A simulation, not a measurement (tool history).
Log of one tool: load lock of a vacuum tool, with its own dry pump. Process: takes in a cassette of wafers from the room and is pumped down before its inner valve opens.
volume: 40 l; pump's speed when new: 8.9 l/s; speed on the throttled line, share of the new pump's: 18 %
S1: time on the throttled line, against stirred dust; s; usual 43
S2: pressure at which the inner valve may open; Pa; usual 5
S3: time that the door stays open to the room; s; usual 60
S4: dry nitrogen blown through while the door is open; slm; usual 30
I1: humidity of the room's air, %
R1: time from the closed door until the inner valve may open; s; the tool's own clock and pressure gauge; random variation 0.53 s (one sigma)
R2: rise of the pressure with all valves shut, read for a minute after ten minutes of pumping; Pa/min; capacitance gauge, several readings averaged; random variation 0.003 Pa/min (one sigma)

run 1 hour=0.0 | S1=43 S2=5 S3=60 S4=30 | I1=45.8 | R1=86.6 R2=0.323
run 2 hour=353.4 | S1=43 S2=5 S3=60 S4=30 | I1=45.4 | R1=86.6 R2=0.337
run 3 hour=790.1 | S1=43 S2=5 S3=60 S4=30 | I1=47.5 | R1=86.4 R2=0.354
run 4 hour=1199.1 | S1=43 S2=5 S3=60 S4=30 | I1=44.5 | R1=87.3 R2=0.370
-- hour=1765.0 door's seal changed, seat wiped
run 5 hour=1801.1 | S1=43 S2=5 S3=60 S4=30 | I1=46.7 | R1=86.9 R2=0.034
run 6 hour=2213.7 | S1=43 S2=5 S3=60 S4=30 | I1=44.5 | R1=87.6 R2=0.034
run 7 hour=2677.3 | S1=43 S2=5 S3=60 S4=30 | I1=42.4 | R1=86.9 R2=0.036
run 8 hour=3120.8 | S1=43 S2=5 S3=60 S4=30 | I1=41.9 | R1=87.8 R2=0.042
run 9 hour=3491.3 | S1=43 S2=5 S3=60 S4=30 | I1=44.8 | R1=88.8 R2=0.050
run 10 hour=3740.5 | S1=43 S2=5 S3=60 S4=30 | I1=45.7 | R1=88.0 R2=0.048
run 11 hour=4280.1 | S1=43 S2=5 S3=60 S4=30 | I1=42.6 | R1=88.2 R2=0.055
run 12 hour=4798.4 | S1=43 S2=5 S3=60 S4=39 | I1=44.1 | R1=89.6 R2=0.050
run 13 hour=5143.5 | S1=64 S2=5 S3=60 S4=39 | I1=47.3 | R1=105.0 R2=0.060
run 14 hour=5636.7 | S1=47 S2=5 S3=60 S4=30 | I1=43.4 | R1=92.0 R2=0.070
run 15 hour=6060.2 | S1=43 S2=5 S3=72 S4=18 | I1=44.8 | R1=90.8 R2=0.096
run 16 hour=6552.9 | S1=43 S2=5 S3=72 S4=18 | I1=45.4 | R1=90.5 R2=0.099
run 17 hour=6889.1 | S1=43 S2=10 S3=72 S4=8 | I1=44.0 | R1=86.5 R2=0.119
run 18 hour=7320.1 | S1=23 S2=10 S3=72 S4=8 | I1=44.0 | R1=70.6 R2=0.114
run 19 hour=7695.9 | S1=43 S2=5 S3=139 S4=5 | I1=51.3 | R1=89.4 R2=0.161
-- hour=7958.9 dry pump taken out, an overhauled one fitted
run 20 hour=8035.4 | S1=43 S2=5 S3=139 S4=5 | I1=44.5 | R1=79.3 R2=0.156
run 21 hour=8452.8 | S1=23 S2=5 S3=124 S4=18 | I1=42.1 | R1=63.5 R2=0.138
run 22 hour=8974.2 | S1=32 S2=5 S3=124 S4=10 | I1=42.3 | R1=71.2 R2=0.161

Run 23 comes next. What will it give?
run 23 hour=9433.4 | S1=64 S2=5 S3=60 S4=30 | I1=39.9 | R1=? R2=?

R1: 97.7 s
R2: 0.135 Pa/min
Without the tool's hidden state the same run would have given R1 97.7 s, R2 0.027 Pa/min.

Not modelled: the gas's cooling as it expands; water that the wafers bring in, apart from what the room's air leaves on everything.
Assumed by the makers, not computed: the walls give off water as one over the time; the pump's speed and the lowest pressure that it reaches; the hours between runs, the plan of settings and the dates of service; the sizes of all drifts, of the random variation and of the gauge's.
